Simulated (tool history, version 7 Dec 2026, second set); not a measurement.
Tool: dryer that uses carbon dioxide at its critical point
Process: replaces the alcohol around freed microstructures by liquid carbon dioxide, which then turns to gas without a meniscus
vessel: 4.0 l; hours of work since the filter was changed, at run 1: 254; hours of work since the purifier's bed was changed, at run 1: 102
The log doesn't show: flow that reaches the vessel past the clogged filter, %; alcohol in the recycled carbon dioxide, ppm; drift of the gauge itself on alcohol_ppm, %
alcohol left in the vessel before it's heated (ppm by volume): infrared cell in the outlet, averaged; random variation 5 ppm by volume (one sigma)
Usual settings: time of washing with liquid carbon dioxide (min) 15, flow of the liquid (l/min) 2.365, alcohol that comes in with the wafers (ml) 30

run,hour,time of washing with liquid carbon dioxide (min),flow of the liquid (l/min),alcohol that comes in with the wafers (ml),hours of work since the filter was changed,hours of work since the purifier's bed was changed,alcohol left in the vessel before it's heated (ppm by volume)
1,0,15,2.365,30,254,102,52
2,7.6,15,2.365,30,257,105,52
3,15.2,15,2.365,30,261,108,53
4,24,15,2.365,30,265,112,57
5,35.1,15,2.365,30,269,117,62
6,52,15,2.365,30,277,124,66
7,68.5,15,2.365,30,284,131,61
8,83.8,15,2.365,30,290,138,76
9,91.1,15,2.365,30,293,141,56
10,106.4,15,3.51,30,300,148,69
11,120.5,15,3.51,30,306,154,71
12,128.3,15,3.51,30,309,157,66
13,136.3,15,3.51,118,313,161,68
14,145.7,15,3.51,118,317,165,72
15,157.4,15,3.51,118,322,170,82
16,172.6,15,3.51,118,329,176,91
17,186.1,15,3.51,118,334,182,89
18,196.4,15,1.46,118,339,187,349
19,203.9,15,1.46,118,342,190,352
20,220.3,15,1.46,118,349,197,357
21,234.4,17,1.46,118,355,203,243
22,242.8,13,3.16,43,359,206,97
23,258.5,19,3.16,73,365,213,94
24,274,19,3.16,73,372,220,105
25,289.1,13,2.11,30,379,226,134
26,299.5,13,1.46,39,383,231,273
27,311.2,10,2.19,24,388,236,175
28,321.9,10,2.19,24,393,241,180
29,334.2,10,2.19,24,398,246,172

The same runs without the tool's hidden state, with the same run-to-run variation:
run,alcohol left in the vessel before it's heated (ppm by volume)
1,5
2,4
3,4
4,8
5,11
6,11
7,2
8,15
9,0
10,6
11,3
12,0
13,0
14,0
15,6
16,13
17,7
18,201
19,201
20,205
21,114
22,6
23,0
24,7
25,29
26,134
27,55
28,58
29,49
